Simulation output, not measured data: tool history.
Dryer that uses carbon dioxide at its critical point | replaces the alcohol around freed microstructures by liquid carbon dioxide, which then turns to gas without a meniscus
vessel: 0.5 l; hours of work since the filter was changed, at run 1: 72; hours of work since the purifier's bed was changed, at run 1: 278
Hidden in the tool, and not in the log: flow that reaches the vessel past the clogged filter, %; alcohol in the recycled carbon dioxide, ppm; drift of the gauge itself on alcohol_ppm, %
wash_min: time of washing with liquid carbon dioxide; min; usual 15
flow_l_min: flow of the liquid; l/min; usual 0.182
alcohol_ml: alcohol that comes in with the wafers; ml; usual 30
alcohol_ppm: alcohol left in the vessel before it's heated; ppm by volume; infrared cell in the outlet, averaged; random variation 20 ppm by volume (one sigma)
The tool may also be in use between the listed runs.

run     day  wash_min  flow_l_min  alcohol_ml  hours of work since the filter was changed  hours of work since the purifier's bed was changed  alcohol_ppm
  1   0.000        15       0.182          30                                          72                                                 278         1432
  2   1.379        15       0.182          30                                          91                                                 297         1435
  3   3.088        15       0.284          30                                         114                                                 320          243
  4   5.329        19       0.284          30                                         145                                                 351          122
  5   6.933        19       0.284          30                                         167                                                 373          129
  6   8.554        15       0.182          30                                         190                                                 396         1516
  7  10.421        15       0.182          21                                         216                                                 421         1160
  8  12.167         9       0.182          30                                         240                                                 445         6738
  9  14.104         9       0.182          30                                         266                                                 472         6828
     15.642  -- inlet filter changed
 10  16.392         9       0.182          30                                          10                                                 503         6158
 11  17.812         9       0.182          30                                          30                                                 523         6150
 12  19.300        15       0.182          30                                          50                                                 543         1445
 13  21.692        14       0.264          30                                          83                                                 576          496
 14  23.175        14       0.113          43                                         104                                                 597         9338
 15  24.442        14       0.113          43                                         121                                                 614         9583
 16  26.612        10       0.223          30                                         151                                                 644         3010
 17  28.279        22       0.223          80                                         174                                                 667          358
 18  30.533        23       0.182         102                                         205                                                 698          867
     31.912  -- purifier's bed changed
 19  32.262        15       0.219          85                                         227                                                   5         2114
 20  33.246        17       0.185         104                                         241                                                  18         3118
 21  35.229        17       0.185         104                                         268                                                  46         3279
     36.692  -- inlet filter changed
 22  37.192         9       0.182          73                                           7                                                  72        14422
 23  38.362        15       0.182         101                                          23                                                  88         4459

Some steps in alcohol_ppm between neighbouring runs. How much of each would the tool show without its hidden state too (settings, what came in, random variation), and how much is left for the hidden state, with any gauge scatter that isn't in both results?
Run 7 -> 8: wash_min 15 -> 9, alcohol_ml 21 -> 30. alcohol_ppm +5578 ppm by volume: hidden state +611, all else +4967.
Run 9 -> 10: inlet filter changed. alcohol_ppm -670 ppm by volume: hidden state -796, all else +126.
Run 21 -> 22: wash_min 17 -> 9, flow_l_min 0.185 -> 0.182, alcohol_ml 104 -> 73, inlet filter changed. alcohol_ppm +11143 ppm by volume: hidden state -472, all else +11615.
Run 22 -> 23: wash_min 9 -> 15, alcohol_ml 73 -> 101. alcohol_ppm -9963 ppm by volume: hidden state -98, all else -9865.
